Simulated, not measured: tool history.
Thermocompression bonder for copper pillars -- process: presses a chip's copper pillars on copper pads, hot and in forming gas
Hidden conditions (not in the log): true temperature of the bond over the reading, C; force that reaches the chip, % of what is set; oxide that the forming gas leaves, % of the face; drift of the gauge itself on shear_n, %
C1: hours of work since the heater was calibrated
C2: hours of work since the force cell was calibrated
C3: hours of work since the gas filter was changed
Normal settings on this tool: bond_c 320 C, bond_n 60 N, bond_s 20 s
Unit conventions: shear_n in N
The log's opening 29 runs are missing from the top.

run 30 hour=255.2 | bond_c=342 bond_n=60 bond_s=48 | C1=793 C2=522 C3=221 | shear_n=76.6
run 31 hour=264.7 | bond_c=320 bond_n=50 bond_s=20 | C1=799 C2=529 C3=228 | shear_n=48.0
run 32 hour=276.2 | bond_c=320 bond_n=60 bond_s=52 | C1=808 C2=538 C3=236 | shear_n=72.4
run 33 hour=283.0 | bond_c=320 bond_n=63 bond_s=59 | C1=813 C2=542 C3=241 | shear_n=74.6
run 34 hour=288.0 | bond_c=329 bond_n=60 bond_s=21 | C1=816 C2=546 C3=245 | shear_n=61.2
run 35 hour=295.8 | bond_c=316 bond_n=60 bond_s=22 | C1=822 C2=552 C3=250 | shear_n=57.6
run 36 hour=307.2 | bond_c=320 bond_n=83 bond_s=39 | C1=830 C2=560 C3=258 | shear_n=78.8
run 37 hour=314.2 | bond_c=320 bond_n=37 bond_s=59 | C1=835 C2=565 C3=263 | shear_n=51.8
run 38 hour=323.8 | bond_c=340 bond_n=45 bond_s=13 | C1=842 C2=572 C3=270 | shear_n=43.1
run 39 hour=330.5 | bond_c=291 bond_n=55 bond_s=20 | C1=847 C2=577 C3=275 | shear_n=42.3
run 40 hour=336.9 | bond_c=322 bond_n=89 bond_s=20 | C1=851 C2=581 C3=280 | shear_n=75.4

Here are 3 independent what-if runs from the current tool condition. What would each one return?
run A hour=342.5 | bond_c=320 bond_n=60 bond_s=10 | C1=855 C2=585 C3=284 | shear_n=?
run B hour=342.5 | bond_c=307 bond_n=89 bond_s=14 | C1=855 C2=585 C3=284 | shear_n=?
run C hour=342.5 | bond_c=324 bond_n=59 bond_s=23 | C1=855 C2=585 C3=284 | shear_n=?

run=A shear_n=46.1
run=B shear_n=65.2
run=C shear_n=60.3
With the hidden condition removed and each run's random variation left untouched, the same runs would have given:
run=A shear_n=46.1
run=B shear_n=65.3
run=C shear_n=60.4
